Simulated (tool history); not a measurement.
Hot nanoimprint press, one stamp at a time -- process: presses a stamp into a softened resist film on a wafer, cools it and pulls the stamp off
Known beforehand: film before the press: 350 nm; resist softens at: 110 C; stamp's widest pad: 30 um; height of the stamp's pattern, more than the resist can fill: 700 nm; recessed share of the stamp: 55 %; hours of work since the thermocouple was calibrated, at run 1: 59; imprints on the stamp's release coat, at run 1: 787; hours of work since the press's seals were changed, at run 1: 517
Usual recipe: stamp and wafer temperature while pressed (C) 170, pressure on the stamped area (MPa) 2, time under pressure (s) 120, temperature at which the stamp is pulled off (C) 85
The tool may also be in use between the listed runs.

run	hour	stamp and wafer temperature while pressed (C)	pressure on the stamped area (MPa)	time under pressure (s)	temperature at which the stamp is pulled off (C)	hours of work since the thermocouple was calibrated	imprints on the stamp's release coat	hours of work since the press's seals were changed	resist left under the stamp's widest pad (angstrom)	greatest force while the stamp is pulled off (N)
1	0	170	2	120	85	59	787	517	1818	131
2	10.2	170	2	120	85	65	826	523	1824	134
3	25.3	179	2	120	85	73	882	531	1216	141
# hour 33.1: stamp cleaned and given a new release coat
4	46	179	2	120	85	81	48	539	1211	112
5	57.8	170	2	120	85	87	92	545	1810	112
6	71.5	170	2	120	85	95	143	553	1810	117
7	84.3	170	2	120	85	101	191	560	1811	119
8	104.2	170	2	120	85	112	266	570	1815	118
9	123.1	170	1.73	120	85	122	336	581	1942	124
10	133.1	166	2.9	70	85	128	374	586	2099	120
11	152.4	166	2.9	70	85	138	446	597	2090	127
# hour 156.9: plate thermocouple calibrated
12	172.1	162	2.88	120	78	8	508	606	2138	143
13	191.3	162	2.88	120	78	19	580	616	2146	144
14	206.8	170	1.24	107	85	27	638	624	2317	126
15	226.2	170	1.63	102	85	38	711	635	2067	130
16	246.7	180	1.8	78	86	49	788	646	1404	133
# hour 254.8: plate thermocouple calibrated, once more
17	264	177	2	234	85	5	841	654	1071	138
18	276.2	170	3.09	76	85	12	887	660	1704	138

Below, each run's measurement less what the same run would have read without the hidden state. Both values contain the same run-to-run variation, but the gauge's scatter may not be the same in both:
Hidden state at play: true temperature over the reading, C; pressure that arrives at the usual setting, %; grip of the stamp's worn release coat, % over a new coat's; drift of the gauge itself on residual_nm, %; drift of the gauge itself on pull_off_n, %.
run	resist left under the stamp's widest pad (angstrom)	greatest force while the stamp is pulled off (N)
1	-10	+21
2	-11	+23
3	-7	+25
4	-7	+1
5	-15	+2
6	-16	+3
7	-17	+5
8	-19	+6
9	-23	+9
10	-18	+9
11	-20	+12
12	-45	+15
13	-47	+17
14	-55	+17
15	-53	+19
16	-37	+21
17	+16	+25
18	+33	+25

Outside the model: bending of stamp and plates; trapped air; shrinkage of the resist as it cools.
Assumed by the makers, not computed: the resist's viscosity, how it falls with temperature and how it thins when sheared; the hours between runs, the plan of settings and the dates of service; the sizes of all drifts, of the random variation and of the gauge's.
